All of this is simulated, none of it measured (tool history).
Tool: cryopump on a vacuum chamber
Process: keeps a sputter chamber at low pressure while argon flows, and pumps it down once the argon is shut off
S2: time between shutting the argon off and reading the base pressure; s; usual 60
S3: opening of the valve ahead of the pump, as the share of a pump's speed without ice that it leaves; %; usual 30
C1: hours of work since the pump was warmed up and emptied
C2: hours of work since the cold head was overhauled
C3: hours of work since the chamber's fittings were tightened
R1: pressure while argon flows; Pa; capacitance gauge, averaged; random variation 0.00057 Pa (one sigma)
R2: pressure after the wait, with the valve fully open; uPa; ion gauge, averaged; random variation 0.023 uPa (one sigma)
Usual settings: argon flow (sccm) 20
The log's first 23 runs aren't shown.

{"run": 24, "hour": 1822.1, "argon flow (sccm)": 31, "S2": 32, "S3": 44, "C1": 148, "C2": 4555, "C3": 1831, "R1": 0.0722, "R2": 1.54}
{"run": 25, "hour": 1911.3, "argon flow (sccm)": 20, "S2": 60, "S3": 36, "C1": 225, "C2": 4633, "C3": 1909, "R1": 0.0586, "R2": 1.09}
{"run": 26, "hour": 1995.7, "argon flow (sccm)": 20, "S2": 60, "S3": 36, "C1": 299, "C2": 4706, "C3": 1982, "R1": 0.0588, "R2": 1.02}
{"run": 27, "hour": 2102.7, "argon flow (sccm)": 20, "S2": 60, "S3": 36, "C1": 391, "C2": 4799, "C3": 2074, "R1": 0.0589, "R2": 1.14}
{"run": 28, "hour": 2208.6, "argon flow (sccm)": 20, "S2": 60, "S3": 36, "C1": 483, "C2": 4890, "C3": 2166, "R1": 0.0591, "R2": 1.12}
{"hour": 2254.4, "done": "pump warmed up, emptied and cooled again"}
{"run": 29, "hour": 2285.7, "argon flow (sccm)": 11, "S2": 29, "S3": 53, "C1": 27, "C2": 4953, "C3": 2229, "R1": 0.0211, "R2": 1.72}
{"run": 30, "hour": 2332.8, "argon flow (sccm)": 8, "S2": 296, "S3": 53, "C1": 68, "C2": 4994, "C3": 2269, "R1": 0.0152, "R2": 0.67}
{"run": 31, "hour": 2390.5, "argon flow (sccm)": 39, "S2": 94, "S3": 28, "C1": 118, "C2": 5044, "C3": 2319, "R1": 0.142, "R2": 0.92}
{"run": 32, "hour": 2451.9, "argon flow (sccm)": 35, "S2": 135, "S3": 20, "C1": 171, "C2": 5097, "C3": 2373, "R1": 0.1781, "R2": 0.79}
{"run": 33, "hour": 2542.1, "argon flow (sccm)": 15, "S2": 280, "S3": 28, "C1": 249, "C2": 5175, "C3": 2451, "R1": 0.0555, "R2": 0.69}

Forecast each of these 4 alternatives for the next run:
{"run": "A", "hour": 2592.6, "argon flow (sccm)": 16, "S2": 30, "S3": 30, "C1": 293, "C2": 5219, "C3": 2494, "R1": "?", "R2": "?"}
{"run": "B", "hour": 2592.6, "argon flow (sccm)": 15, "S2": 67, "S3": 28, "C1": 293, "C2": 5219, "C3": 2494, "R1": "?", "R2": "?"}
{"run": "C", "hour": 2592.6, "argon flow (sccm)": 20, "S2": 32, "S3": 30, "C1": 293, "C2": 5219, "C3": 2494, "R1": "?", "R2": "?"}
{"run": "D", "hour": 2592.6, "argon flow (sccm)": 15, "S2": 27, "S3": 19, "C1": 293, "C2": 5219, "C3": 2494, "R1": "?", "R2": "?"}

run=A R1=0.0567 R2=1.73
run=B R1=0.0563 R2=1.09
run=C R1=0.0689 R2=1.68
run=D R1=0.0809 R2=1.86
Without the tool's hidden state the same runs would have given:
run=A R1=0.0542 R2=1.30
run=B R1=0.0540 R2=0.67
run=C R1=0.0657 R2=1.25
run=D R1=0.0785 R2=1.43
